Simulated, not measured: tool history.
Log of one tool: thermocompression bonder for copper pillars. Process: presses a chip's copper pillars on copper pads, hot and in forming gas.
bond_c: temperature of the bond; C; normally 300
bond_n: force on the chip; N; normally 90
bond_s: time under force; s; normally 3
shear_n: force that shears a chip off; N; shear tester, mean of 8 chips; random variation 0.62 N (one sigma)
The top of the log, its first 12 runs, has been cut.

run	hour	bond_c	bond_n	bond_s	hours of work since the heater was calibrated	hours of work since the force cell was calibrated	hours of work since the gas filter was changed	shear_n
13	423.7	300	90	2	836	432	39	56.9
# hour 429.2: force cell calibrated
14	445.5	325	90	3	851	12	54	71.9
15	483.2	311	90	3	880	40	82	66.6
16	518.8	304	90	4	906	67	108	66.2
17	543.8	304	90	4	925	86	127	66.5
18	574.1	300	90	3	947	108	150	59
19	604.2	300	90	3	970	131	172	57.4
# hour 633.3: force cell calibrated, once more
20	650	296	90	8	1003	12	205	70
21	699.9	288	55	4	1040	50	242	37.5
# hour 707.3: forming gas filter changed
22	750	286	129	3	1077	87	32	74
23	787.4	300	85	3	1105	115	60	60.8
24	824.1	300	85	3	1132	142	87	60.3
25	863.2	289	78	6	1162	171	116	61.1
26	908.6	300	90	4	1195	205	150	64.4
27	930.2	300	90	4	1212	221	166	62.5
28	962.4	300	90	4	1236	245	190	62
29	990.5	300	90	4	1257	266	211	63.3
30	1015.1	300	90	6	1275	284	230	68

Below are 5 alternative next runs, each starting from the tool's condition after run 30. Predict each:
# hour 1037.5: forming gas filter changed
A	1043.7	300	125	2	1296	305	5	?
# hour 1037.5: forming gas filter changed
B	1043.7	300	65	3	1296	305	5	?
# hour 1037.5: forming gas filter changed
C	1043.7	277	98	8	1296	305	5	?
# hour 1037.5: forming gas filter changed
D	1043.7	300	62	6	1296	305	5	?
# hour 1037.5: forming gas filter changed
E	1043.7	321	57	8	1296	305	5	?

run	shear_n
A	70.8
B	47.4
C	72.3
D	56.9
E	65.8
With no hidden state in the tool, these same runs would have given:
run	shear_n
A	73.6
B	50.5
C	75.2
D	60.2
E	68.6
